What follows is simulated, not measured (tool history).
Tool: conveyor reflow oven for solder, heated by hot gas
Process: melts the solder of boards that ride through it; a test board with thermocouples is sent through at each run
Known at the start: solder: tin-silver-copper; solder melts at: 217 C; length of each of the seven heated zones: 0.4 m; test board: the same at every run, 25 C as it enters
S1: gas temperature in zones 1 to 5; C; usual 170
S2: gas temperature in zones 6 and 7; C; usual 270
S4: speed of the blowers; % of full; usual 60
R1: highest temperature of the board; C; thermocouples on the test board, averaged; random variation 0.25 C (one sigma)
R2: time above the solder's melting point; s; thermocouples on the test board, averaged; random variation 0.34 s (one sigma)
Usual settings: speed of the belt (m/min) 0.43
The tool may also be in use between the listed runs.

run 1 day=0 | S1=170 S2=270 speed_of_the_belt_(m/min)=0.43 S4=60 | R1=251.5 R2=80.5
run 2 day=1.438 | S1=170 S2=270 speed_of_the_belt_(m/min)=0.43 S4=50 | R1=248.2 R2=74.9
run 3 day=4.042 | S1=170 S2=270 speed_of_the_belt_(m/min)=0.43 S4=50 | R1=247.3 R2=74.3
run 4 day=7.204 | S1=170 S2=270 speed_of_the_belt_(m/min)=0.43 S4=50 | R1=247.5 R2=73.9
run 5 day=8.979 | S1=170 S2=270 speed_of_the_belt_(m/min)=0.43 S4=50 | R1=247.1 R2=73.5
run 6 day=11.446 | S1=170 S2=270 speed_of_the_belt_(m/min)=0.404 S4=60 | R1=251.8 R2=86
run 7 day=14.583 | S1=170 S2=270 speed_of_the_belt_(m/min)=0.404 S4=60 | R1=251.7 R2=85.3
run 8 day=17.908 | S1=170 S2=270 speed_of_the_belt_(m/min)=0.43 S4=60 | R1=248 R2=75.1
run 9 day=19.429 | S1=170 S2=270 speed_of_the_belt_(m/min)=0.43 S4=60 | R1=247.9 R2=75.2
run 10 day=22.158 | S1=170 S2=270 speed_of_the_belt_(m/min)=0.41 S4=60 | R1=248.9 R2=80.7
run 11 day=23.812 | S1=170 S2=270 speed_of_the_belt_(m/min)=0.41 S4=60 | R1=248.4 R2=80.6
run 12 day=26.212 | S1=170 S2=270 speed_of_the_belt_(m/min)=0.43 S4=60 | R1=246.3 R2=73.1
run 13 day=27.917 | S1=170 S2=270 speed_of_the_belt_(m/min)=0.43 S4=60 | R1=246.8 R2=73.9
run 14 day=29.912 | S1=170 S2=270 speed_of_the_belt_(m/min)=0.43 S4=60 | R1=246.4 R2=73.3
run 15 day=31.75 | S1=170 S2=263 speed_of_the_belt_(m/min)=0.43 S4=60 | R1=240.8 R2=64.4
run 16 day=33.717 | S1=163 S2=277 speed_of_the_belt_(m/min)=0.43 S4=76 | R1=261.1 R2=88
run 17 day=36.608 | S1=160 S2=282 speed_of_the_belt_(m/min)=0.431 S4=77 | R1=264.3 R2=87.7
run 18 day=39.629 | S1=160 S2=282 speed_of_the_belt_(m/min)=0.431 S4=77 | R1=263.3 R2=86.9
run 19 day=41.017 | S1=160 S2=282 speed_of_the_belt_(m/min)=0.431 S4=77 | R1=263.1 R2=87.7
run 20 day=43.312 | S1=160 S2=267 speed_of_the_belt_(m/min)=0.431 S4=77 | R1=249.9 R2=74.6
run 21 day=45.958 | S1=170 S2=270 speed_of_the_belt_(m/min)=0.488 S4=65 | R1=246.3 R2=63.3
run 22 day=47.504 | S1=170 S2=270 speed_of_the_belt_(m/min)=0.488 S4=65 | R1=245.8 R2=63.1
run 23 day=49.554 | S1=170 S2=273 speed_of_the_belt_(m/min)=0.443 S4=54 | R1=248.8 R2=72.9
run 24 day=52.688 | S1=175 S2=284 speed_of_the_belt_(m/min)=0.424 S4=58 | R1=264.2 R2=96.4
run 25 day=54.112 | S1=185 S2=270 speed_of_the_belt_(m/min)=0.453 S4=60 | R1=252.3 R2=84.6
run 26 day=55.812 | S1=181 S2=270 speed_of_the_belt_(m/min)=0.49 S4=76 | R1=252.7 R2=75.9
run 27 day=57.738 | S1=167 S2=281 speed_of_the_belt_(m/min)=0.404 S4=57 | R1=260.6 R2=93.7
run 28 day=59.133 | S1=167 S2=281 speed_of_the_belt_(m/min)=0.422 S4=57 | R1=259.3 R2=87.3
run 29 day=61.229 | S1=182 S2=281 speed_of_the_belt_(m/min)=0.449 S4=51 | R1=257.3 R2=87.5
run 30 day=64.212 | S1=182 S2=281 speed_of_the_belt_(m/min)=0.449 S4=51 | R1=256.8 R2=86.9

Taken out of this log: 5 entries between the listed runs. Where each belongs, and how the hidden state differs across it:
Between runs 7 and 8: flux residue cleaned out of gas plates and filters (day 17.692)
  heat that the gas passes to the board, % of a clean oven's: 90.4 -> 85.9; belt's true speed, % of the reading: 99.47 -> 99.42; true gas temperature in zones 6 and 7 over the reading, C: -1.18 -> -1.28
  measured less the result without the state, R1: -3.1 -> -4.6 C; R2: -3.7 -> -6.1 s
Between runs 12 and 13: thermocouples of zones 6 and 7 changed (day 26.571)
  heat that the gas passes to the board, % of a clean oven's: 81.7 -> 81; belt's true speed, % of the reading: 99.28 -> 99.25; true gas temperature in zones 6 and 7 over the reading, C: -1.52 -> -0.38
  measured less the result without the state, R1: -6 -> -5.3 C; R2: -8.4 -> -7.5 s
Between runs 15 and 16: flux residue cleaned out of gas plates and filters, once more (day 32.704)
  heat that the gas passes to the board, % of a clean oven's: 79.2 -> 98.8; belt's true speed, % of the reading: 99.19 -> 99.16; true gas temperature in zones 6 and 7 over the reading, C: -0.5 -> -0.55
  measured less the result without the state, R1: -5.6 -> -0.5 C; R2: -9.9 -> +0.3 s
Between runs 16 and 17: belt drive overhauled, speed set with a stopwatch (day 36.35)
  heat that the gas passes to the board, % of a clean oven's: 98.8 -> 97.1; belt's true speed, % of the reading: 99.16 -> 100; true gas temperature in zones 6 and 7 over the reading, C: -0.55 -> -0.63
  measured less the result without the state, R1: -0.5 -> -1.4 C; R2: +0.3 -> -1.2 s
Between runs 23 and 24: flux residue cleaned out of gas plates and filters (day 52.688)
  heat that the gas passes to the board, % of a clean oven's: 89.8 -> 99.1; belt's true speed, % of the reading: 99.79 -> 99.75; true gas temperature in zones 6 and 7 over the reading, C: -1.02 -> -1.11
  measured less the result without the state, R1: -3.5 -> -1.1 C; R2: -4.6 -> -0.6 s

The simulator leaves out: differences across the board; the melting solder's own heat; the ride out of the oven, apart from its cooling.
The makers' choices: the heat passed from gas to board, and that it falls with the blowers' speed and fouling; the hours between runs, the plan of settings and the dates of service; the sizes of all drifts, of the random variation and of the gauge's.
